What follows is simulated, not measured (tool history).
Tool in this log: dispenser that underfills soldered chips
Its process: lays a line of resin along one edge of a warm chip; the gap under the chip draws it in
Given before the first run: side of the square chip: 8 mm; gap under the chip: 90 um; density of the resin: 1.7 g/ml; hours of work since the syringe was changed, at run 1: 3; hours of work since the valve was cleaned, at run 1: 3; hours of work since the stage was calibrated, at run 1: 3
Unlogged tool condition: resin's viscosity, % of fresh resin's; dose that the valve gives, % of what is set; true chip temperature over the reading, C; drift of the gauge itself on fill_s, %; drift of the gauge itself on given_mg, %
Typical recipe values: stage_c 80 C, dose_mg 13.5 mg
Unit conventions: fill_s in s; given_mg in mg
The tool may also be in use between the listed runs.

| run | hour | stage_c | dose_mg | hours of work since the syringe was changed | hours of work since the valve was cleaned | hours of work since the stage was calibrated | fill_s | given_mg |
|---|---|---|---|---|---|---|---|---|
| 1 | 0 | 80 | 13.5 | 3 | 3 | 3 | 31.3 | 13.44 |
| 2 | 2.4 | 74 | 13.5 | 5 | 5 | 5 | 45.3 | 13.45 |
| 3 | 6.5 | 74 | 13.5 | 8 | 8 | 8 | 54.2 | 13.42 |
|  | 7.3 | new syringe of resin |
| 4 | 12.1 | 74 | 13.5 | 4 | 12 | 12 | 43.9 | 13.34 |
|  | 17.6 | new syringe of resin |
| 5 | 17.8 | 74 | 13.5 | 0 | 16 | 16 | 36.3 | 13.35 |
| 6 | 20.2 | 80 | 13.5 | 2 | 18 | 18 | 32 | 13.31 |
| 7 | 24.1 | 80 | 13.5 | 5 | 21 | 21 | 35.9 | 13.31 |
|  | 28.3 | new syringe of resin |
| 8 | 28.7 | 80 | 14.2 | 0 | 25 | 25 | 27.8 | 13.94 |
| 9 | 31.9 | 80 | 14.2 | 3 | 27 | 27 | 31.9 | 13.92 |
| 10 | 34.5 | 80 | 14.2 | 5 | 30 | 30 | 35.6 | 13.92 |
|  | 39 | new syringe of resin |
| 11 | 39.7 | 80 | 14.2 | 1 | 33 | 33 | 28.3 | 13.9 |
| 12 | 44.3 | 80 | 14.2 | 4 | 37 | 37 | 34.5 | 13.76 |
| 13 | 46.9 | 80 | 14.2 | 6 | 39 | 39 | 38.3 | 13.82 |
|  | 49.4 | new syringe of resin |
| 14 | 50.5 | 80 | 13.5 | 1 | 42 | 42 | 28.5 | 13.08 |
| 15 | 54.1 | 89 | 13.5 | 4 | 45 | 45 | 23.6 | 13.07 |
| 16 | 57.8 | 81 | 13.3 | 7 | 48 | 48 | 38 | 12.81 |
|  | 59.8 | new syringe of resin |
| 17 | 62.1 | 81 | 15.2 | 2 | 51 | 51 | 28.8 | 14.7 |
| 18 | 66.9 | 86 | 16.9 | 6 | 55 | 55 | 28.4 | 16.23 |
| 19 | 69.2 | 86 | 16.9 | 8 | 57 | 57 | 31 | 16.22 |
|  | 70.2 | new syringe of resin |
| 20 | 72.8 | 88 | 13.9 | 2 | 59 | 59 | 22.1 | 13.35 |
|  | 75.2 | dispensing valve cleaned and set on the balance |
| 21 | 76.2 | 65 | 17.2 | 4 | 1 | 61 | 64 | 17.32 |
|  | 81.6 | new syringe of resin |
| 22 | 81.8 | 94 | 14.9 | 0 | 5 | 65 | 15.7 | 14.93 |
| 23 | 85.8 | 94 | 14.9 | 3 | 8 | 68 | 18.5 | 14.9 |
| 24 | 90.4 | 94 | 12.5 | 7 | 12 | 72 | 22.6 | 12.45 |
|  | 92.2 | new syringe of resin |
| 25 | 94.1 | 95 | 13.5 | 1 | 15 | 75 | 16 | 13.43 |
| 26 | 99 | 95 | 13.5 | 5 | 18 | 79 | 20.7 | 13.42 |
|  | 102.7 | new syringe of resin |
| 27 | 102.7 | 82 | 17.2 | 0 | 21 | 81 | 25.4 | 16.97 |

Here are 5 independent what-if runs from the current tool condition. What would each one return?
| A | 108.1 | 66 | 13.5 | 4 | 25 | 86 | ? | ? |
| B | 108.1 | 74 | 16.8 | 4 | 25 | 86 | ? | ? |
| C | 108.1 | 89 | 15.8 | 4 | 25 | 86 | ? | ? |
| D | 108.1 | 87 | 13.1 | 4 | 25 | 86 | ? | ? |
| E | 108.1 | 66 | 12.5 | 4 | 25 | 86 | ? | ? |

| run | fill_s | given_mg |
|---|---|---|
| A | 65.9 | 13.32 |
| B | 45 | 16.55 |
| C | 24.3 | 15.58 |
| D | 26.6 | 12.89 |
| E | 67.1 | 12.34 |
Without the tool's unlogged condition, the same runs would have read:
| run | fill_s | given_mg |
|---|---|---|
| A | 51.5 | 13.49 |
| B | 35.3 | 16.77 |
| C | 19.1 | 15.79 |
| D | 20.7 | 13.06 |
| E | 52.4 | 12.5 |

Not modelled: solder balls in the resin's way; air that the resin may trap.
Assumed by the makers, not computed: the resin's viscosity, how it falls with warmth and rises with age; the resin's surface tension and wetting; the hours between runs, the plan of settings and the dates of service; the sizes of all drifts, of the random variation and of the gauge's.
